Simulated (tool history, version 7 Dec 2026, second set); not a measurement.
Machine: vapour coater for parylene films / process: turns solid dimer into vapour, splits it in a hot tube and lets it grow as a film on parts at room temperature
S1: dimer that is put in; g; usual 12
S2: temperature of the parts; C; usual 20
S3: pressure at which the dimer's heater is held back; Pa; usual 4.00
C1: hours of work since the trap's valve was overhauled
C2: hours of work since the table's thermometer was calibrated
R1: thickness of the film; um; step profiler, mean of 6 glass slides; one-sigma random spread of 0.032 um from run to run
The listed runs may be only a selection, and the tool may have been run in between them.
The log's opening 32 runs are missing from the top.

Run 33, hour 908.6: usual settings but S1 13 g, S3 4.85 Pa; C1 364; C2 630. Result: R1 3.15 um.
At hour 931.4: trap's valve overhauled.
Run 34, hour 954.0: usual settings but S1 13 g, S2 23 C, S3 11.00 Pa; C1 12; C2 651. Result: R1 2.61 um.
Run 35, hour 976.0: usual settings but S1 6 g, S2 13 C, S3 9.20 Pa; C1 23; C2 663. Result: R1 1.51 um.
Run 36, hour 1015.0: usual settings but S2 21 C, S3 3.38 Pa; C1 43; C2 683. Result: R1 3.14 um.
Run 37, hour 1052.3: usual settings but S2 21 C, S3 3.38 Pa; C1 63; C2 702. Result: R1 3.07 um.
Run 38, hour 1085.6: usual settings but S1 7 g, S3 2.59 Pa; C1 80; C2 720. Result: R1 1.96 um.
Run 39, hour 1116.5: usual settings but S2 14 C, S3 8.12 Pa; C1 96; C2 736. Result: R1 3.04 um.
Run 40, hour 1136.6: usual settings but S2 24 C, S3 5.48 Pa; C1 107; C2 746. Result: R1 2.67 um.
Run 41, hour 1168.1: usual settings but S1 17 g, S2 29 C, S3 5.87 Pa; C1 123; C2 763. Result: R1 3.46 um.
Run 42, hour 1201.0: usual settings but S1 17 g, S2 29 C, S3 5.87 Pa; C1 140; C2 780. Result: R1 3.42 um.
Run 43, hour 1236.1: usual settings but S1 5 g, S2 22 C, S3 2.44 Pa; C1 158; C2 798. Result: R1 1.34 um.
Run 44, hour 1275.9: usual settings but S1 5 g, S2 22 C, S3 2.44 Pa; C1 179; C2 819. Result: R1 1.33 um.
Run 45, hour 1312.3: usual settings but S1 7 g, S2 17 C, S3 3.04 Pa; C1 198; C2 838. Result: R1 1.99 um.
Run 46, hour 1352.5: usual settings but S1 10 g, S2 24 C, S3 3.04 Pa; C1 219; C2 859. Result: R1 2.45 um.

Branching from run 46: 3 alternative next runs. What would each branch give?
Run A, hour 1372.4: usual settings but S2 14 C, S3 2.21 Pa; C1 229; C2 869. Result: R1 ?.
Run B, hour 1372.4: usual settings but S2 21 C, S3 6.81 Pa; C1 229; C2 869. Result: R1 ?.
Run C, hour 1372.4: usual settings but S3 2.75 Pa; C1 229; C2 869. Result: R1 ?.

run    R1
  A  3.75
  B  2.77
  C  3.29
Without the tool's hidden state the same runs would have given:
run    R1
  A  3.76
  B  2.78
  C  3.30

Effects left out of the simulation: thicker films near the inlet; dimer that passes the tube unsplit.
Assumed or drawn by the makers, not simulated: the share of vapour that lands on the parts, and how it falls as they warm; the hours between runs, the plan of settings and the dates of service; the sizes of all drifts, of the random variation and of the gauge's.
